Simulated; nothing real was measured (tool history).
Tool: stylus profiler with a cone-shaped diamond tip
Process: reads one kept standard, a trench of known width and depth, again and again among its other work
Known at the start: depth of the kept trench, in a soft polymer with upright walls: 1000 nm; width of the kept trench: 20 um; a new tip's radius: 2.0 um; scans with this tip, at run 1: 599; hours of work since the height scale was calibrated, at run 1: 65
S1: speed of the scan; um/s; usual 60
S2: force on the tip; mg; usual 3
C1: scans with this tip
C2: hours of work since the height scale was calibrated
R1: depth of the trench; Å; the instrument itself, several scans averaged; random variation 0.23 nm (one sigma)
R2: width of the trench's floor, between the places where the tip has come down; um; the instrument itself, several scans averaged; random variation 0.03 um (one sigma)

run   hour   S1    S2    C1   C2       R1     R2
  1      0   60     3   599   65  10184.2  16.29
  2    9.4   60     3   642   70  10186.3  16.25
  3   16.1   60     3   672   73  10182.6  16.27
  4   26.2   60  7.82   719   78  10350.1  16.38
  5   32.7   60  7.82   749   82  10350.1  16.41
  6   46.4   60  7.82   811   88  10351.1  16.38
  7   57.1  125     3   860   94  10184.7  15.95
  8     72  125     3   929  101  10183.5   15.9
  9   78.7  125     3   959  105  10185.3  15.99
 10   90.8  125     3  1015  111  10185.6  15.93
 11   97.3  125     3  1045  114  10186.4  15.93
 12  108.8  227     3  1098  120  10186.6  15.51
 13  120.4  227     3  1151  125  10183.2  15.45
 14  131.6   60  2.08  1202  131  10146.4  16.23
 15  146.5   64  2.08  1271  139  10141.8  16.18
 16  154.9   64  2.08  1309  143  10147.1  16.15
 17  165.4   60  1.57  1357  148  10117.3  16.14
 18  174.8   60  1.57  1401  153  10118.4  16.15
 19  186.3   60  1.57  1453  158  10121.3  16.13
 20  198.4   60  1.57  1508  164    10119  16.19
 21    209   60  1.57  1557  170    10122  16.15
 22  216.8   74  1.57  1593  174  10119.5  16.06
 23  228.2   74  1.57  1645  179  10120.1     16
 24  239.2   74  6.68  1696  185  10310.5  16.35
 25  247.1   89  8.69  1732  189  10379.7  16.27
 26  256.4   89  8.69  1775  194  10373.8  16.25
 27  265.9   89  8.69  1818  198  10373.8  16.26

Run 28 comes next. What will it give?
 28  274.2  89  8.69  1856  202   ?   ?

Run 28 gave R1 10376.2 Å, R2 16.26 um.
Without the tool's hidden state the same run would have given R1 10376.2 Å, R2 16.26 um.
